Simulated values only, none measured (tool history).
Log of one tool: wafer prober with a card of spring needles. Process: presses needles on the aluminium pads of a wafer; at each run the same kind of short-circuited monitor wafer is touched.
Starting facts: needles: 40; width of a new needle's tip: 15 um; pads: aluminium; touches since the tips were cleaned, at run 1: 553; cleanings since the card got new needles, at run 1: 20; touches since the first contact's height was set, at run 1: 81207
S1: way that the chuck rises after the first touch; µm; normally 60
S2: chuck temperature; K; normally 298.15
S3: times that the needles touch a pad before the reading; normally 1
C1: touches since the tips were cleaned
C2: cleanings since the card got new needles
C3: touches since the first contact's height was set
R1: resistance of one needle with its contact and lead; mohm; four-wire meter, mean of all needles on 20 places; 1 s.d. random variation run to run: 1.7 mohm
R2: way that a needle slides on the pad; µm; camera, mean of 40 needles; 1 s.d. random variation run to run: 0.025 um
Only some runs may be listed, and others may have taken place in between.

run,hour,S1,S2,S3,C1,C2,C3,R1,R2
1,0,60,298.15,1,553,20,81207,169,15.28
2,8.5,60,298.15,1,3064,20,83718,168,15.31
# hour 11.3: tips cleaned on abrasive film
3,16.3,60,298.15,1,1471,21,85966,167,15.23
# hour 23.2: tips cleaned on abrasive film
4,23.2,60,298.15,3,0,22,87973,167,15.25
# hour 36.3: tips cleaned on abrasive film
5,38.4,60,298.15,3,592,23,92387,170,15.26
6,45.2,60,298.15,3,2614,23,94409,168,15.27
# hour 48.8: tips cleaned on abrasive film
7,53,62,298.15,1,1250,24,96661,171,15.8
# hour 61.2: tips cleaned on abrasive film
8,66.2,62,298.15,1,1477,25,100512,170,15.76
# hour 73.4: tips cleaned on abrasive film
9,81.2,60,302.15,1,2296,26,104890,167,15.3
# hour 85.4: tips cleaned on abrasive film
10,87.9,61,298.15,1,754,27,106826,165,15.49
11,95.3,61,330.15,1,2923,27,108995,170,15.52
# hour 98.2: tips cleaned on abrasive film
12,109.9,61,330.15,1,3437,28,113246,175,15.5
# hour 111: tips cleaned on abrasive film
13,121.9,61,330.15,1,3207,29,116745,176,15.54
# hour 123.3: tips cleaned on abrasive film
# hour 135.8: tips cleaned on abrasive film
14,136.8,45,298.15,1,286,31,121060,171,11.42
# hour 147.9: tips cleaned on abrasive film
15,152.3,45,298.15,1,1300,32,125602,171,11.42
# hour 159.8: tips cleaned on abrasive film
16,167.3,45,298.15,1,2195,33,129970,173,11.42
# hour 172.1: tips cleaned on abrasive film
17,180.5,45,298.15,1,2455,34,133799,171,11.47

Forecast run 18:
# hour 184.7: tips cleaned on abrasive film
18,195.6,41,325.15,1,3210,35,138218,?,?

Logged for run 18: R1 178 mohm, R2 10.41 µm.
With the hidden condition absent and the run-to-run variation left alone, this run would have shown R1 177 mohm, R2 10.42 µm.
